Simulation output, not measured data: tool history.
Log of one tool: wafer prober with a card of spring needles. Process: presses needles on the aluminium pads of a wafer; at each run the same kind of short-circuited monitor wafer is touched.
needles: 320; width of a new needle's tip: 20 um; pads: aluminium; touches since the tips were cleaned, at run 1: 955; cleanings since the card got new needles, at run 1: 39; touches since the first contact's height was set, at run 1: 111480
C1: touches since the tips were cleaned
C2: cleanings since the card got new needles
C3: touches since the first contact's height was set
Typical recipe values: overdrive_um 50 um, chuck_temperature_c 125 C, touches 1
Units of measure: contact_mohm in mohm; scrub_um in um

Run 1, hour 0.0: usual settings; C1 955; C2 39; C3 111480. Result: contact_mohm 221 mohm, scrub_um 9.30 um.
At hour 6.1: tips cleaned on abrasive film.
At hour 14.2: tips cleaned on abrasive film.
At hour 24.1: tips cleaned on abrasive film.
At hour 33.9: tips cleaned on abrasive film.
Run 2, hour 34.2: usual settings; C1 77; C2 43; C3 121991. Result: contact_mohm 215 mohm, scrub_um 9.30 um.
At hour 42.2: tips cleaned on abrasive film.
At hour 50.3: tips cleaned on abrasive film.
At hour 60.1: tips cleaned on abrasive film.
Run 3, hour 63.5: usual settings; C1 1064; C2 46; C3 131039. Result: contact_mohm 216 mohm, scrub_um 9.27 um.
At hour 69.5: tips cleaned on abrasive film.
At hour 71.8: height of the first contact set anew.
At hour 79.7: tips cleaned on abrasive film.
At hour 87.8: tips cleaned on abrasive film.
At hour 97.4: tips cleaned on abrasive film.
Run 4, hour 97.4: usual settings; C1 0; C2 50; C3 7871. Result: contact_mohm 212 mohm, scrub_um 9.31 um.
At hour 107.0: tips cleaned on abrasive film.
At hour 115.1: tips cleaned on abrasive film.
At hour 124.8: tips cleaned on abrasive film.
At hour 134.6: tips cleaned on abrasive film.
Run 5, hour 137.2: usual settings; C1 792; C2 54; C3 20120. Result: contact_mohm 214 mohm, scrub_um 9.24 um.
At hour 143.3: tips cleaned on abrasive film.
At hour 153.2: tips cleaned on abrasive film.
Run 6, hour 160.8: usual settings; C1 2364; C2 56; C3 27414. Result: contact_mohm 218 mohm, scrub_um 9.31 um.
At hour 162.7: tips cleaned on abrasive film.
At hour 172.8: tips cleaned on abrasive film.
At hour 180.9: tips cleaned on abrasive film.
Run 7, hour 183.6: usual settings but chuck_temperature_c 85 C; C1 832; C2 59; C3 34417. Result: contact_mohm 206 mohm, scrub_um 9.30 um.
At hour 189.4: tips cleaned on abrasive film.
At hour 198.8: tips cleaned on abrasive film.
At hour 208.7: tips cleaned on abrasive film.
Run 8, hour 213.3: usual settings but overdrive_um 65 um; C1 1432; C2 62; C3 43591. Result: contact_mohm 211 mohm, scrub_um 12.15 um.
At hour 217.4: tips cleaned on abrasive film.
At hour 226.8: tips cleaned on abrasive film.
At hour 236.7: tips cleaned on abrasive film.
Run 9, hour 240.9: usual settings but overdrive_um 65 um; C1 1291; C2 65; C3 52076. Result: contact_mohm 209 mohm, scrub_um 12.11 um.
At hour 245.0: tips cleaned on abrasive film.
At hour 253.1: tips cleaned on abrasive film.
Run 10, hour 259.7: usual settings but overdrive_um 41 um; C1 2049; C2 67; C3 57864. Result: contact_mohm 222 mohm, scrub_um 7.70 um.
At hour 261.8: tips cleaned on abrasive film.
At hour 271.9: tips cleaned on abrasive film.
At hour 280.0: tips cleaned on abrasive film.
At hour 289.8: tips cleaned on abrasive film.
Run 11, hour 292.1: usual settings; C1 728; C2 71; C3 67840. Result: contact_mohm 217 mohm, scrub_um 9.30 um.
At hour 298.0: tips cleaned on abrasive film.
At hour 306.1: tips cleaned on abrasive film.
Run 12, hour 313.6: usual settings; C1 2336; C2 73; C3 74463. Result: contact_mohm 217 mohm, scrub_um 9.32 um.
At hour 315.7: tips cleaned on abrasive film.
At hour 325.7: tips cleaned on abrasive film.
Run 13, hour 333.5: usual settings but overdrive_um 46 um; C1 2436; C2 75; C3 80598. Result: contact_mohm 215 mohm, scrub_um 8.59 um.
At hour 335.6: tips cleaned on abrasive film.
At hour 345.4: tips cleaned on abrasive film.
At hour 354.4: tips cleaned on abrasive film.
Run 14, hour 354.4: usual settings but overdrive_um 66 um; C1 0; C2 78; C3 87005. Result: contact_mohm 207 mohm, scrub_um 12.39 um.
At hour 364.3: tips cleaned on abrasive film.
At hour 374.3: tips cleaned on abrasive film.
Run 15, hour 375.4: usual settings but overdrive_um 66 um; C1 332; C2 80; C3 93500. Result: contact_mohm 205 mohm, scrub_um 12.36 um.
At hour 383.5: tips cleaned on abrasive film.
At hour 393.2: tips cleaned on abrasive film.
At hour 403.1: tips cleaned on abrasive film.
Run 16, hour 404.7: usual settings but overdrive_um 66 um; C1 485; C2 83; C3 102523. Result: contact_mohm 205 mohm, scrub_um 12.38 um.
At hour 412.6: tips cleaned on abrasive film.
At hour 422.6: tips cleaned on abrasive film.
Run 17, hour 430.1: usual settings but overdrive_um 65 um, chuck_temperature_c 36 C, touches 3; C1 2346; C2 85; C3 110370. Result: contact_mohm 190 mohm, scrub_um 12.24 um.
At hour 432.2: tips cleaned on abrasive film.
At hour 442.2: tips cleaned on abrasive film.
At hour 450.3: tips cleaned on abrasive film.
At hour 460.4: tips cleaned on abrasive film.
At hour 469.1: tips cleaned on abrasive film.
Run 18, hour 469.1: usual settings but overdrive_um 65 um, chuck_temperature_c 36 C, touches 3; C1 0; C2 90; C3 122356. Result: contact_mohm 187 mohm, scrub_um 12.23 um.
At hour 479.2: tips cleaned on abrasive film.
At hour 481.2: gauge calibrated.
At hour 489.0: tips cleaned on abrasive film.
Run 19, hour 494.4: usual settings but overdrive_um 65 um, chuck_temperature_c 36 C, touches 3; C1 1685; C2 92; C3 130176. Result: contact_mohm 189 mohm, scrub_um 12.02 um.

Run 20 is up next; what results do you expect?
At hour 498.5: tips cleaned on abrasive film.
At hour 504.8: height of the first contact set anew.
At hour 508.8: tips cleaned on abrasive film.
At hour 516.9: tips cleaned on abrasive film.
At hour 526.7: tips cleaned on abrasive film.
Run 20, hour 529.9: usual settings but overdrive_um 65 um, chuck_temperature_c 36 C, touches 3; C1 973; C2 96; C3 7713. Result: contact_mohm ?, scrub_um ?.

contact_mohm: 187 mohm
scrub_um: 12.09 um
Had the tool carried no hidden state, the very same run would have given contact_mohm 187 mohm, scrub_um 12.07 um.

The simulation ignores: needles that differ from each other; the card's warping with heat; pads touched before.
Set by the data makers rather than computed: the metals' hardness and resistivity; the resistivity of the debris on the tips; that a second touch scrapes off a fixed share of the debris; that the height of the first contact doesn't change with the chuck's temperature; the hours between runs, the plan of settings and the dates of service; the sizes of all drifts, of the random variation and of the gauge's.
